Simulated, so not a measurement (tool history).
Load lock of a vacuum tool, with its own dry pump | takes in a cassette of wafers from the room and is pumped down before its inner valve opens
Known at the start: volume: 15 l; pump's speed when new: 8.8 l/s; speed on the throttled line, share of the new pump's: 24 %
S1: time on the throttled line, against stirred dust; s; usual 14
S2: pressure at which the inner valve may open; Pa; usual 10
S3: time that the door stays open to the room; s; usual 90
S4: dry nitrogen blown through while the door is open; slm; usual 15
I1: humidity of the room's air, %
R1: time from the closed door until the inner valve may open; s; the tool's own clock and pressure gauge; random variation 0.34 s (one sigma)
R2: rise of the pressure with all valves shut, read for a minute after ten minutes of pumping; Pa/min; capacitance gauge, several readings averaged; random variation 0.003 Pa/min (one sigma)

Run 1, hour 0: usual settings; I1 44.9. Result: R1 29.1 s, R2 0.073 Pa/min.
Run 2, hour 100.6: usual settings; I1 47. Result: R1 29.2 s, R2 0.085 Pa/min.
Run 3, hour 204.6: usual settings; I1 47.8. Result: R1 29.2 s, R2 0.083 Pa/min.
Run 4, hour 252.5: usual settings; I1 40.2. Result: R1 29 s, R2 0.084 Pa/min.
Run 5, hour 367.9: usual settings; I1 46.2. Result: R1 29.4 s, R2 0.087 Pa/min.
Run 6, hour 440.9: usual settings; I1 46.7. Result: R1 29 s, R2 0.095 Pa/min.
Run 7, hour 556.1: usual settings; I1 45.3. Result: R1 29.1 s, R2 0.092 Pa/min.
Run 8, hour 624.5: usual settings; I1 48.4. Result: R1 29.2 s, R2 0.103 Pa/min.
Run 9, hour 726.2: usual settings; I1 45.8. Result: R1 29.9 s, R2 0.107 Pa/min.
Run 10, hour 778.3: usual settings but S2 19 Pa; I1 46.2. Result: R1 28.3 s, R2 0.106 Pa/min.
Run 11, hour 831.5: usual settings but S2 19 Pa; I1 45.3. Result: R1 28.7 s, R2 0.107 Pa/min.
Run 12, hour 897.3: usual settings but S2 19 Pa; I1 43. Result: R1 28.1 s, R2 0.114 Pa/min.
Run 13, hour 976.4: usual settings but S1 15 s, S2 19 Pa; I1 44.7. Result: R1 29.1 s, R2 0.12 Pa/min.
Run 14, hour 1086.2: usual settings but S1 15 s, S2 19 Pa; I1 44.5. Result: R1 28.9 s, R2 0.121 Pa/min.
Run 15, hour 1170.9: usual settings but S1 12 s, S2 19 Pa; I1 48.1. Result: R1 27.5 s, R2 0.127 Pa/min.
Run 16, hour 1263: usual settings but S3 97 s; I1 48.1. Result: R1 30 s, R2 0.136 Pa/min.
Run 17, hour 1333.9: usual settings but S2 17 Pa, S3 156 s, S4 6 slm; I1 46.5. Result: R1 29 s, R2 0.161 Pa/min.
Run 18, hour 1394.3: usual settings but S2 17 Pa, S3 156 s, S4 6 slm; I1 47.1. Result: R1 28 s, R2 0.167 Pa/min.
Run 19, hour 1500.9: usual settings but S1 25 s, S4 4 slm; I1 42.2. Result: R1 38.7 s, R2 0.154 Pa/min.
Run 20, hour 1587: usual settings but S1 26 s, S3 160 s; I1 45.4. Result: R1 38.9 s, R2 0.158 Pa/min.
Run 21, hour 1695.6: usual settings but S3 29 s, S4 6 slm; I1 46.1. Result: R1 30.2 s, R2 0.143 Pa/min.
Run 22, hour 1751.4: usual settings but S1 8 s, S2 7 Pa, S3 77 s, S4 9 slm; I1 49.5. Result: R1 26.8 s, R2 0.163 Pa/min.
Run 23, hour 1808.6: usual settings but S1 8 s, S2 7 Pa, S3 77 s, S4 9 slm; I1 45.7. Result: R1 27.7 s, R2 0.168 Pa/min.

Forecast each of these 5 alternatives for the next run:
Run A, hour 1863.9: usual settings but S4 19 slm; I1 46.3. Result: R1 ?, R2 ?.
Run B, hour 1863.9: usual settings but S1 15 s, S2 7 Pa, S3 77 s, S4 27 slm; I1 45.7. Result: R1 ?, R2 ?.
Run C, hour 1863.9: usual settings but S1 16 s, S3 70 s, S4 19 slm; I1 48.5. Result: R1 ?, R2 ?.
Run D, hour 1863.9: usual settings but S2 8 Pa; I1 49.3. Result: R1 ?, R2 ?.
Run E, hour 1863.9: usual settings but S1 13 s; I1 42.7. Result: R1 ?, R2 ?.

run    R1     R2
  A  30.5  0.157
  B  32.1  0.147
  C  31.8  0.157
  D  31.2  0.159
  E  29.4  0.164
Without the tool's hidden state the same runs would have given:
run    R1     R2
  A  26.7  0.035
  B  28.2  0.024
  C  28.2  0.032
  D  27.3  0.034
  E  25.6   0.04
